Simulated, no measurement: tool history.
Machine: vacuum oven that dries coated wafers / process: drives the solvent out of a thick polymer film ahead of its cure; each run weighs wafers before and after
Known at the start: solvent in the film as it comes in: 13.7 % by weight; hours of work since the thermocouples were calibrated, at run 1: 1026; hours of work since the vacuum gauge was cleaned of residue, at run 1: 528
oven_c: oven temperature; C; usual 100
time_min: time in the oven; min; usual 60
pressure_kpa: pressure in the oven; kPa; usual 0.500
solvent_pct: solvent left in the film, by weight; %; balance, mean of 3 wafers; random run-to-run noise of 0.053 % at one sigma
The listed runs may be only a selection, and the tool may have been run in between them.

| run | hour | oven_c | time_min | pressure_kpa | hours of work since the thermocouples were calibrated | hours of work since the vacuum gauge was cleaned of residue | solvent_pct |
|---|---|---|---|---|---|---|---|
| 1 | 0.0 | 100 | 60 | 0.500 | 1026 | 528 | 1.26 |
| 2 | 34.9 | 100 | 60 | 0.500 | 1050 | 552 | 1.37 |
| 3 | 66.9 | 100 | 60 | 0.500 | 1072 | 574 | 1.28 |
| 4 | 86.3 | 100 | 60 | 0.500 | 1086 | 588 | 1.36 |
| 5 | 101.4 | 100 | 60 | 0.380 | 1096 | 598 | 1.25 |
| 6 | 121.5 | 100 | 60 | 0.380 | 1110 | 612 | 1.21 |
| 7 | 149.7 | 100 | 60 | 0.380 | 1129 | 631 | 1.21 |
| 8 | 184.0 | 100 | 60 | 0.500 | 1153 | 655 | 1.27 |
| 9 | 200.3 | 100 | 60 | 0.500 | 1164 | 666 | 1.24 |
| 10 | 218.7 | 100 | 60 | 0.500 | 1177 | 679 | 1.21 |
| 11 | 245.9 | 100 | 60 | 0.500 | 1195 | 698 | 1.21 |
| 12 | 267.8 | 100 | 54 | 0.500 | 1210 | 713 | 1.54 |
| 13 | 297.4 | 100 | 54 | 0.500 | 1231 | 733 | 1.41 |
| 14 | 330.1 | 100 | 54 | 0.500 | 1253 | 756 | 1.54 |
| 15 | 352.5 | 100 | 60 | 0.500 | 1269 | 771 | 1.16 |
| 16 | 374.6 | 100 | 60 | 0.500 | 1284 | 786 | 1.20 |
| 17 | 404.3 | 100 | 60 | 0.500 | 1304 | 807 | 1.18 |
| 18 | 421.9 | 114 | 74 | 0.500 | 1317 | 819 | 0.21 |
| 19 | 456.9 | 89 | 65 | 0.365 | 1341 | 843 | 3.46 |
| 20 | 483.9 | 89 | 65 | 0.365 | 1359 | 861 | 3.42 |
| 21 | 512.6 | 100 | 60 | 0.375 | 1379 | 881 | 1.14 |
| 22 | 542.6 | 111 | 42 | 0.470 | 1400 | 902 | 0.40 |
| 23 | 572.8 | 92 | 52 | 0.387 | 1420 | 923 | 3.51 |
| 24 | 604.5 | 114 | 85 | 0.387 | 1442 | 944 | 0.19 |
| 25 | 632.1 | 114 | 38 | 1.212 | 1461 | 964 | 0.61 |
| 26 | 652.7 | 106 | 52 | 0.647 | 1475 | 978 | 0.64 |
| 27 | 679.8 | 110 | 37 | 0.965 | 1494 | 996 | 0.82 |
| 28 | 695.3 | 98 | 54 | 0.381 | 1505 | 1007 | 1.72 |
| 29 | 711.5 | 97 | 31 | 0.547 | 1516 | 1018 | 4.03 |
| 30 | 728.0 | 97 | 31 | 0.547 | 1527 | 1029 | 3.99 |
| 31 | 760.8 | 101 | 31 | 0.340 | 1550 | 1052 | 2.85 |
| 32 | 793.1 | 101 | 31 | 0.340 | 1572 | 1074 | 2.83 |

Some steps in solvent_pct between neighbouring runs. How much of each would the tool show without its hidden state too (settings, what came in, random variation), and how much is left for the hidden state, with any gauge scatter that isn't in both results?
The tool's hidden condition here consists of: true wafer temperature over the reading, C; true pressure over the reading, kPa; drift of the gauge itself on solvent_pct, %.
Run 18 -> 19: oven_c 114 -> 89, time_min 74 -> 65, pressure_kpa 0.500 -> 0.365. solvent_pct +3.25 %: hidden state -0.81, all else +4.06.
Run 22 -> 23: oven_c 111 -> 92, time_min 42 -> 52, pressure_kpa 0.470 -> 0.387. solvent_pct +3.11 %: hidden state -0.59, all else +3.70.
Run 23 -> 24: oven_c 92 -> 114, time_min 52 -> 85. solvent_pct -3.32 %: hidden state +0.87, all else -4.19.

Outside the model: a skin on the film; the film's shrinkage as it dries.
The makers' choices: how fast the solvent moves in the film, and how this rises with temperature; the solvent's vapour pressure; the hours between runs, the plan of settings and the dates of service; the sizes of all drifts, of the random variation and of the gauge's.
